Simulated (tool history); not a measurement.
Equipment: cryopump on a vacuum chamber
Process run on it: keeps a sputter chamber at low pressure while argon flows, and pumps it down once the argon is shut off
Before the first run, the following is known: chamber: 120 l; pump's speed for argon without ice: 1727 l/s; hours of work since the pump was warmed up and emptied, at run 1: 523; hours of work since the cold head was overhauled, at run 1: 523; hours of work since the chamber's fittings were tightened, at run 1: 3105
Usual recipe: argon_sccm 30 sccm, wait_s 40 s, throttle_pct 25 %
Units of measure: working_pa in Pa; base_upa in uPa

run    hour  argon_sccm  wait_s  throttle_pct  hours of work since the pump was warmed up and emptied  hours of work since the cold head was overhauled  hours of work since the chamber's fittings were tightened  working_pa  base_upa
  1       0          30      40            25                                                     523                                               523                                                       3105      0.1227      3.47
  2    38.9          30      40            27                                                     546                                               546                                                       3128      0.1135      3.42
       63.1  -- leaking fittings of the chamber tightened, without venting
  3    92.2          50      40            25                                                     575                                               575                                                         17       0.205      2.23
  4   134.8          50      40            25                                                     600                                               600                                                         42      0.2032      2.24
  5   187.9          30      40            48                                                     631                                               631                                                         73      0.0665      2.34
  6   232.7          31      40            25                                                     657                                               657                                                         99      0.1273      2.33
  7   289.2          30      40            34                                                     690                                               690                                                        132      0.0916      2.41
  8   342.2          30      40            34                                                     721                                               721                                                        162      0.0933       2.3
  9   374.2          30      40            56                                                     740                                               740                                                        181      0.0591      2.39
 10   405.1          30     109            25                                                     757                                               757                                                        199       0.124      1.04
 11     458          30     109            25                                                     788                                               788                                                        230      0.1246      1.08
 12     518          30     109            25                                                     823                                               823                                                        265      0.1235      1.17
 13   565.2          26      40            29                                                     851                                               851                                                        292      0.0948      2.44
 14   628.3          26     119            47                                                     887                                               887                                                        329      0.0609      1.07
 15   668.9          26     119            47                                                     911                                               911                                                        353       0.062      1.07
 16   719.7          19      40            25                                                     941                                               941                                                        382      0.0796      2.47
 17   785.8          17     128            33                                                     979                                               979                                                        421      0.0562      1.06
 18   846.4          33      40            33                                                    1014                                              1014                                                        456      0.1094      2.43
 19   910.4          33      40            33                                                    1052                                              1052                                                        493      0.1084      2.55
 20   950.6          44     105            39                                                    1075                                              1075                                                        517      0.1251      1.29
 21   978.6          19      44            28                                                    1091                                              1091                                                        533      0.0738      2.37
     1021.2  -- pump warmed up, emptied and cooled again
 22  1043.1          24      40            25                                                      13                                              1126                                                        567      0.0945      2.41

Predict each of these 5 candidate next runs independently; none follows another, all start after run 22:
  A  1105.9          42      27            27                                                      49                                              1162                                                        604           ?         ?
  B  1105.9          50      65            20                                                      49                                              1162                                                        604           ?         ?
  C  1105.9          24      42            19                                                      49                                              1162                                                        604           ?         ?
  D  1105.9          24      64            46                                                      49                                              1162                                                        604           ?         ?
  E  1105.9          27      40            25                                                      49                                              1162                                                        604           ?         ?

run  working_pa  base_upa
  A      0.1537      3.32
  B      0.2463      1.69
  C       0.124      2.37
  D      0.0513       1.7
  E      0.1056       2.5
Had the tool no hidden state, the same runs would have come out as:
run  working_pa  base_upa
  A      0.1528       3.1
  B      0.2453      1.46
  C      0.1235      2.14
  D      0.0508      1.46
  E       0.105      2.26

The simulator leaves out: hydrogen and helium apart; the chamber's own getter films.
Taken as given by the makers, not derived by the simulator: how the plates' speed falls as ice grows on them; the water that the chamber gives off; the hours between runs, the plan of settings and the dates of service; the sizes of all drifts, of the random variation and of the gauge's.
